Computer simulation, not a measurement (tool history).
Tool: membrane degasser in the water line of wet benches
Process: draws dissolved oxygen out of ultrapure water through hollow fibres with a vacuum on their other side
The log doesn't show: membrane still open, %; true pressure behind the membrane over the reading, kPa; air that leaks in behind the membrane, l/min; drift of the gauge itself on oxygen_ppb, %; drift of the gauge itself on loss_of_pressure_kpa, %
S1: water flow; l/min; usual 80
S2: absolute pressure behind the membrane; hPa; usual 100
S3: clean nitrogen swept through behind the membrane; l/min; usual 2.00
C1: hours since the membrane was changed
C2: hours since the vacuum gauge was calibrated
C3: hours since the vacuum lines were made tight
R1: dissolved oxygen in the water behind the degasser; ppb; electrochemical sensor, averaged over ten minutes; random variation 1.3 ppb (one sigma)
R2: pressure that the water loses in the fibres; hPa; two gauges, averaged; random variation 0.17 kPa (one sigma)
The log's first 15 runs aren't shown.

run 16 hour=1030.7 | S1=80 S2=100 S3=4.26 | C1=3467 C2=878 C3=1345 | R1=282.2 R2=295.5
run 17 hour=1084.0 | S1=119 S2=212 S3=4.61 | C1=3520 C2=932 C3=1398 | R1=911.7 R2=438.0
run 18 hour=1125.3 | S1=89 S2=161 S3=4.47 | C1=3562 C2=973 C3=1439 | R1=543.7 R2=328.0
run 19 hour=1174.6 | S1=89 S2=161 S3=4.47 | C1=3611 C2=1022 C3=1489 | R1=545.0 R2=324.7
run 20 hour=1239.9 | S1=89 S2=161 S3=4.47 | C1=3676 C2=1088 C3=1554 | R1=543.7 R2=327.5
run 21 hour=1298.8 | S1=110 S2=178 S3=2.85 | C1=3735 C2=1146 C3=1613 | R1=1029.0 R2=407.0
run 22 hour=1379.0 | S1=88 S2=86 S3=2.85 | C1=3815 C2=1227 C3=1693 | R1=345.5 R2=326.4
run 23 hour=1470.2 | S1=88 S2=86 S3=2.85 | C1=3907 C2=1318 C3=1784 | R1=346.2 R2=323.8
run 24 hour=1519.1 | S1=88 S2=86 S3=2.85 | C1=3955 C2=1367 C3=1833 | R1=345.8 R2=325.6
run 25 hour=1603.4 | S1=80 S2=100 S3=2.45 | C1=4040 C2=1451 C3=1917 | R1=448.0 R2=294.3
run 26 hour=1645.6 | S1=80 S2=100 S3=2.45 | C1=4082 C2=1493 C3=1959 | R1=447.9 R2=296.1
run 27 hour=1699.7 | S1=89 S2=66 S3=4.35 | C1=4136 C2=1547 C3=2014 | R1=158.8 R2=329.7
run 28 hour=1787.8 | S1=53 S2=100 S3=5.29 | C1=4224 C2=1636 C3=2102 | R1=159.7 R2=194.6
run 29 hour=1867.1 | S1=93 S2=129 S3=5.29 | C1=4303 C2=1715 C3=2181 | R1=378.2 R2=349.4
run 30 hour=1937.8 | S1=93 S2=88 S3=5.29 | C1=4374 C2=1786 C3=2252 | R1=224.4 R2=346.6
run 31 hour=2000.5 | S1=108 S2=100 S3=2.72 | C1=4437 C2=1848 C3=2314 | R1=524.1 R2=404.0
run 32 hour=2075.4 | S1=80 S2=90 S3=2.00 | C1=4512 C2=1923 C3=2389 | R1=452.8 R2=297.5

Forecast each of these 3 alternatives for the next run:
run A hour=2168.5 | S1=122 S2=87 S3=2.07 | C1=4605 C2=2016 C3=2482 | R1=? R2=?
run B hour=2168.5 | S1=49 S2=219 S3=4.88 | C1=4605 C2=2016 C3=2482 | R1=? R2=?
run C hour=2168.5 | S1=80 S2=84 S3=2.31 | C1=4605 C2=2016 C3=2482 | R1=? R2=?

run=A R1=580.2 R2=455.1
run=B R1=424.6 R2=181.9
run=C R1=366.9 R2=295.7
Without the tool's hidden state the same runs would have given:
run=A R1=571.3 R2=435.2
run=B R1=421.7 R2=174.0
run=C R1=361.2 R2=282.8
